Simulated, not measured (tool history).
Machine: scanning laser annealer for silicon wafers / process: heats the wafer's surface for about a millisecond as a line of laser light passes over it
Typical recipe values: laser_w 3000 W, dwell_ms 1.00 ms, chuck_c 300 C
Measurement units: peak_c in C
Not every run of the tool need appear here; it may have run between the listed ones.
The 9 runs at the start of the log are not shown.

run 10 hour=260.0 | laser_w=2574 dwell_ms=1.00 chuck_c=300 | peak_c=981
run 11 hour=296.2 | laser_w=3000 dwell_ms=1.00 chuck_c=276 | peak_c=1103
run 12 hour=320.3 | laser_w=3000 dwell_ms=0.75 chuck_c=300 | peak_c=997
-- hour=335.4 window over the wafer cleaned
run 13 hour=341.5 | laser_w=3000 dwell_ms=0.75 chuck_c=300 | peak_c=996
run 14 hour=363.2 | laser_w=3014 dwell_ms=0.75 chuck_c=300 | peak_c=1003
run 15 hour=393.0 | laser_w=3014 dwell_ms=0.75 chuck_c=300 | peak_c=1001
run 16 hour=430.1 | laser_w=3000 dwell_ms=1.00 chuck_c=300 | peak_c=1125
run 17 hour=462.8 | laser_w=3000 dwell_ms=1.00 chuck_c=300 | peak_c=1127
run 18 hour=480.5 | laser_w=3000 dwell_ms=1.00 chuck_c=300 | peak_c=1127
run 19 hour=503.9 | laser_w=3000 dwell_ms=1.00 chuck_c=300 | peak_c=1127
run 20 hour=536.9 | laser_w=3000 dwell_ms=0.90 chuck_c=300 | peak_c=1077
run 21 hour=569.6 | laser_w=2666 dwell_ms=0.90 chuck_c=300 | peak_c=969
run 22 hour=594.0 | laser_w=2666 dwell_ms=0.90 chuck_c=300 | peak_c=970
run 23 hour=609.5 | laser_w=2971 dwell_ms=0.73 chuck_c=300 | peak_c=977
run 24 hour=627.8 | laser_w=2971 dwell_ms=0.73 chuck_c=300 | peak_c=979
run 25 hour=659.6 | laser_w=3000 dwell_ms=1.07 chuck_c=300 | peak_c=1161
run 26 hour=695.8 | laser_w=3224 dwell_ms=0.98 chuck_c=278 | peak_c=1171
run 27 hour=731.8 | laser_w=3057 dwell_ms=1.00 chuck_c=279 | peak_c=1125
run 28 hour=763.8 | laser_w=2729 dwell_ms=0.84 chuck_c=276 | peak_c=939

Run 29 comes next. What will it give?
run 29 hour=792.9 | laser_w=3187 dwell_ms=0.76 chuck_c=313 | peak_c=?

peak_c: 1071 C
With no hidden state in the tool, this same run would have given peak_c 1071 C.
